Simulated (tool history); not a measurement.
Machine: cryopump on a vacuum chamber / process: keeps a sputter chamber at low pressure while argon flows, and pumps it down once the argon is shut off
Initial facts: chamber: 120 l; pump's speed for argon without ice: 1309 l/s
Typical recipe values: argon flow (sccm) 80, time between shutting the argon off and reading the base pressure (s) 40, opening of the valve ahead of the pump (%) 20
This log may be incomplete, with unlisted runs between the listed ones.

run	hour	argon flow (sccm)	time between shutting the argon off and reading the base pressure (s)	opening of the valve ahead of the pump (%)	pressure while argon flows (Pa)	pressure after the wait (uPa)
1	0	80	40	20	0.5216	4.39
2	113.3	80	215	20	0.5231	2.59
# hour 181: leaking fittings of the chamber tightened, without venting
3	221.9	80	215	20	0.5254	0.82
4	336.9	80	40	31	0.3483	3.06
5	407.9	80	40	31	0.3532	3.09
6	495.7	80	40	31	0.3579	3.12
7	608.1	80	40	31	0.3608	3.33
8	659.6	80	40	31	0.365	3.34
9	720.7	80	40	31	0.3662	3.39
# hour 770.5: pump warmed up, emptied and cooled again
10	777.4	80	40	31	0.3384	3.24
11	838.6	80	40	31	0.337	3.27
12	955.9	80	40	31	0.3427	3.49
13	1078.5	80	75	20	0.5335	2.41
14	1156.2	80	40	20	0.5328	3.77
15	1260.5	80	40	20	0.5388	3.98
16	1371.8	80	40	20	0.5419	4.17
17	1467.3	80	40	20	0.5474	4.17
# hour 1545: pump warmed up, emptied and cooled again
18	1590.1	35	40	20	0.2293	4.04
19	1710.7	35	40	20	0.2301	4.05
20	1828	78	32	45	0.2389	4.98
21	1895.7	78	32	45	0.2431	5.05
22	1959.6	110	22	41	0.3761	6.51
23	2017.7	80	38	20	0.5387	4.72
24	2079.4	80	40	35	0.3214	4.66
25	2189.5	73	69	36	0.2897	3.75
26	2256	73	69	36	0.2926	4.07
# hour 2311.6: pump warmed up, emptied and cooled again
27	2341.4	58	40	20	0.3806	4.53
28	2445.9	36	34	38	0.1273	5.17
29	2512.3	130	210	17	1.0045	2.73
# hour 2555.3: leaking fittings of the chamber tightened, without venting
30	2625.3	130	210	17	1.0152	0.81
31	2746.5	80	41	20	0.538	2.94
32	2842.8	80	41	51	0.2278	3.08
33	2951.6	80	41	51	0.2338	3.28
# hour 3079.5: pump warmed up, emptied and cooled again
34	3079.7	103	41	17	0.7889	3.26
35	3172.4	79	40	44	0.2412	3.49

Alternative continuations, all from the tool just after run 35; predict every row:
A	3259.5	159	40	20	?	?
B	3259.5	108	40	44	?	?
C	3259.5	79	55	36	?	?

run	pressure while argon flows (Pa)	pressure after the wait (uPa)
A	1.0494	3.43
B	0.3328	3.4
C	0.2912	2.84
Take away the tool's hidden state, keep each run's random variation, and the runs would have read:
run	pressure while argon flows (Pa)	pressure after the wait (uPa)
A	1.0261	2.75
B	0.317	2.73
C	0.2798	2.14
